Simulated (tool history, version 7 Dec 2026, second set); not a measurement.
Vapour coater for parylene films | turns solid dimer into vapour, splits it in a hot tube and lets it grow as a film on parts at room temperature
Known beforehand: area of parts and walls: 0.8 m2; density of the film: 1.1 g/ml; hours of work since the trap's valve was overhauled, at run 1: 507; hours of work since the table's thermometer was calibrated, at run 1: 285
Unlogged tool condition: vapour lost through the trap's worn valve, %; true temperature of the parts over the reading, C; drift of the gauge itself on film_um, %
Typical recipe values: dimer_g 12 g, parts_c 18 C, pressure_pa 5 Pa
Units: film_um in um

run,hour,dimer_g,parts_c,pressure_pa,hours of work since the trap's valve was overhauled,hours of work since the table's thermometer was calibrated,film_um
1,0,12,18,5,507,285,5.46
2,16.7,12,18,5,514,292,5.52
3,30.3,12,18,5,520,298,5.44
4,39,12,18,5,524,302,5.55
5,54.9,12,18,6.46,530,308,5.38
6,67.3,12,11,6.46,536,314,6.12
7,76.3,6,24,5,539,317,2.49
8,88.2,21,20,3.55,544,322,9.58
9,103.3,21,20,3.55,551,329,9.69
10,116.1,8,23,2.83,556,334,3.54
# hour 129: trap's valve overhauled
11,129.8,12,12,5,0,338,7.06

Estimate the outcome of run 12 from the log above:
12,137.4,12,12,5,4,341,?

{"run 12": {"film_um": 7.21}}
Without the tool's hidden state the same run would have given film_um 7.31 um.
